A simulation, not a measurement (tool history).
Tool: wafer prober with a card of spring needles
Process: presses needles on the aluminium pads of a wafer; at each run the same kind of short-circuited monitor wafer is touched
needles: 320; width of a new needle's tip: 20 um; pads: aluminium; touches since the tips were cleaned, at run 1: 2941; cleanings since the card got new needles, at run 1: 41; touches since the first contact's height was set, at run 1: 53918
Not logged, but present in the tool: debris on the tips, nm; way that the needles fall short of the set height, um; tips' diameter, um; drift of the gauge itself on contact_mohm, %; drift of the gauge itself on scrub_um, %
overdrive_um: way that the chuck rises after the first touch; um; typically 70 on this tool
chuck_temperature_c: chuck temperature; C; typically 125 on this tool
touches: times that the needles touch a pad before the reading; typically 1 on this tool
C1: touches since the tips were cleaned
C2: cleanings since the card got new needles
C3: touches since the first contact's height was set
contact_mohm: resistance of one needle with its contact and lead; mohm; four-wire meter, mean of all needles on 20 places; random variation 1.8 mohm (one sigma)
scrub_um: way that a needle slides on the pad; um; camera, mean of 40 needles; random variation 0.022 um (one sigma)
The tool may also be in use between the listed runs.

run 1 hour=0.0 | overdrive_um=70 chuck_temperature_c=125 touches=1 | C1=2941 C2=41 C3=53918 | contact_mohm=184 scrub_um=8.75
-- hour=7.9 tips cleaned on abrasive film
run 2 hour=11.8 | overdrive_um=70 chuck_temperature_c=125 touches=1 | C1=1823 C2=42 C3=59437 | contact_mohm=185 scrub_um=8.78
-- hour=20.8 tips cleaned on abrasive film
run 3 hour=25.1 | overdrive_um=70 chuck_temperature_c=125 touches=1 | C1=2019 C2=43 C3=65647 | contact_mohm=185 scrub_um=8.77
-- hour=35.2 tips cleaned on abrasive film
run 4 hour=38.1 | overdrive_um=70 chuck_temperature_c=125 touches=1 | C1=1341 C2=44 C3=71693 | contact_mohm=185 scrub_um=8.69
run 5 hour=47.8 | overdrive_um=70 chuck_temperature_c=125 touches=1 | C1=5911 C2=44 C3=76263 | contact_mohm=186 scrub_um=8.78
-- hour=49.4 tips cleaned on abrasive film
-- hour=62.9 tips cleaned on abrasive film
run 6 hour=63.8 | overdrive_um=70 chuck_temperature_c=125 touches=1 | C1=395 C2=46 C3=83712 | contact_mohm=183 scrub_um=8.80
-- hour=75.9 tips cleaned on abrasive film
run 7 hour=82.8 | overdrive_um=70 chuck_temperature_c=125 touches=1 | C1=3257 C2=47 C3=92630 | contact_mohm=181 scrub_um=8.77
-- hour=89.6 tips cleaned on abrasive film
run 8 hour=100.7 | overdrive_um=70 chuck_temperature_c=125 touches=1 | C1=5209 C2=48 C3=100981 | contact_mohm=186 scrub_um=8.85
-- hour=103.2 tips cleaned on abrasive film
run 9 hour=112.2 | overdrive_um=51 chuck_temperature_c=125 touches=1 | C1=4276 C2=49 C3=106382 | contact_mohm=190 scrub_um=6.39
-- hour=116.6 tips cleaned on abrasive film
run 10 hour=128.5 | overdrive_um=51 chuck_temperature_c=125 touches=1 | C1=5600 C2=50 C3=114001 | contact_mohm=191 scrub_um=6.40
-- hour=130.3 tips cleaned on abrasive film
-- hour=144.3 tips cleaned on abrasive film
run 11 hour=147.8 | overdrive_um=51 chuck_temperature_c=125 touches=1 | C1=1625 C2=52 C3=122985 | contact_mohm=189 scrub_um=6.47
-- hour=158.0 tips cleaned on abrasive film
run 12 hour=163.3 | overdrive_um=70 chuck_temperature_c=125 touches=1 | C1=2459 C2=53 C3=130218 | contact_mohm=186 scrub_um=8.87
-- hour=170.9 tips cleaned on abrasive film
run 13 hour=174.7 | overdrive_um=70 chuck_temperature_c=125 touches=1 | C1=1762 C2=54 C3=135539 | contact_mohm=186 scrub_um=8.82
-- hour=184.8 tips cleaned on abrasive film
run 14 hour=185.3 | overdrive_um=70 chuck_temperature_c=125 touches=1 | C1=244 C2=55 C3=140521 | contact_mohm=184 scrub_um=8.79
run 15 hour=194.2 | overdrive_um=70 chuck_temperature_c=125 touches=1 | C1=4421 C2=55 C3=144698 | contact_mohm=186 scrub_um=8.85
-- hour=197.7 tips cleaned on abrasive film
-- hour=210.8 tips cleaned on abrasive film
run 16 hour=211.4 | overdrive_um=83 chuck_temperature_c=125 touches=1 | C1=248 C2=57 C3=152672 | contact_mohm=181 scrub_um=10.50
-- hour=214.0 gauge calibrated
-- hour=224.4 tips cleaned on abrasive film
run 17 hour=229.9 | overdrive_um=83 chuck_temperature_c=125 touches=1 | C1=2584 C2=58 C3=161345 | contact_mohm=181 scrub_um=10.38
-- hour=237.6 tips cleaned on abrasive film
run 18 hour=239.3 | overdrive_um=83 chuck_temperature_c=125 touches=1 | C1=775 C2=59 C3=165729 | contact_mohm=179 scrub_um=10.41
run 19 hour=248.8 | overdrive_um=68 chuck_temperature_c=125 touches=3 | C1=5240 C2=59 C3=170194 | contact_mohm=182 scrub_um=8.54
-- hour=251.6 tips cleaned on abrasive film
run 20 hour=258.9 | overdrive_um=68 chuck_temperature_c=125 touches=3 | C1=3450 C2=60 C3=174924 | contact_mohm=187 scrub_um=8.50
-- hour=264.5 tips cleaned on abrasive film
run 21 hour=274.9 | overdrive_um=68 chuck_temperature_c=125 touches=3 | C1=4893 C2=61 C3=182378 | contact_mohm=182 scrub_um=8.52
-- hour=277.5 tips cleaned on abrasive film
-- hour=290.8 tips cleaned on abrasive film
run 22 hour=292.6 | overdrive_um=55 chuck_temperature_c=125 touches=3 | C1=861 C2=63 C3=190648 | contact_mohm=184 scrub_um=6.88
run 23 hour=302.1 | overdrive_um=55 chuck_temperature_c=125 touches=3 | C1=5315 C2=63 C3=195102 | contact_mohm=187 scrub_um=6.89
-- hour=304.4 tips cleaned on abrasive film
-- hour=317.9 tips cleaned on abrasive film
run 24 hour=317.9 | overdrive_um=55 chuck_temperature_c=125 touches=3 | C1=0 C2=65 C3=202478 | contact_mohm=188 scrub_um=6.93
run 25 hour=326.2 | overdrive_um=53 chuck_temperature_c=41 touches=2 | C1=3876 C2=65 C3=206354 | contact_mohm=175 scrub_um=6.65
-- hour=331.3 tips cleaned on abrasive film
run 26 hour=334.7 | overdrive_um=54 chuck_temperature_c=41 touches=1 | C1=1599 C2=66 C3=210314 | contact_mohm=173 scrub_um=6.78
-- hour=345.3 tips cleaned on abrasive film
run 27 hour=345.8 | overdrive_um=58 chuck_temperature_c=125 touches=2 | C1=225 C2=67 C3=215508 | contact_mohm=186 scrub_um=7.30
run 28 hour=354.8 | overdrive_um=82 chuck_temperature_c=69 touches=2 | C1=4465 C2=67 C3=219748 | contact_mohm=172 scrub_um=10.36
-- hour=358.5 tips cleaned on abrasive film
-- hour=371.4 tips cleaned on abrasive film
run 29 hour=373.9 | overdrive_um=87 chuck_temperature_c=33 touches=1 | C1=1176 C2=69 C3=228649 | contact_mohm=161 scrub_um=10.98
-- hour=384.6 tips cleaned on abrasive film
-- hour=393.3 height of the first contact set anew
run 30 hour=393.7 | overdrive_um=65 chuck_temperature_c=125 touches=2 | C1=4130 C2=70 C3=179 | contact_mohm=187 scrub_um=8.21
-- hour=398.6 tips cleaned on abrasive film
run 31 hour=402.8 | overdrive_um=82 chuck_temperature_c=56 touches=1 | C1=1999 C2=71 C3=4440 | contact_mohm=167 scrub_um=10.38
-- hour=412.1 tips cleaned on abrasive film
run 32 hour=412.8 | overdrive_um=82 chuck_temperature_c=56 touches=1 | C1=308 C2=72 C3=9080 | contact_mohm=168 scrub_um=10.36

What if the next run were any one of these 5? Each begins from the tool's condition after run 32:
-- hour=425.3 tips cleaned on abrasive film
run A hour=427.3 | overdrive_um=67 chuck_temperature_c=125 touches=1 | C1=924 C2=73 C3=15872 | contact_mohm=? scrub_um=?
-- hour=425.3 tips cleaned on abrasive film
run B hour=427.3 | overdrive_um=82 chuck_temperature_c=118 touches=1 | C1=924 C2=73 C3=15872 | contact_mohm=? scrub_um=?
-- hour=425.3 tips cleaned on abrasive film
run C hour=427.3 | overdrive_um=85 chuck_temperature_c=41 touches=1 | C1=924 C2=73 C3=15872 | contact_mohm=? scrub_um=?
-- hour=425.3 tips cleaned on abrasive film
run D hour=427.3 | overdrive_um=72 chuck_temperature_c=34 touches=1 | C1=924 C2=73 C3=15872 | contact_mohm=? scrub_um=?
-- hour=425.3 tips cleaned on abrasive film
run E hour=427.3 | overdrive_um=70 chuck_temperature_c=43 touches=1 | C1=924 C2=73 C3=15872 | contact_mohm=? scrub_um=?

run=A contact_mohm=184 scrub_um=8.48
run=B contact_mohm=181 scrub_um=10.39
run=C contact_mohm=164 scrub_um=10.73
run=D contact_mohm=166 scrub_um=9.10
run=E contact_mohm=168 scrub_um=8.87
With no hidden state in the tool, these same runs would have given:
run=A contact_mohm=184 scrub_um=8.38
run=B contact_mohm=180 scrub_um=10.26
run=C contact_mohm=164 scrub_um=10.60
run=D contact_mohm=166 scrub_um=8.98
run=E contact_mohm=168 scrub_um=8.76
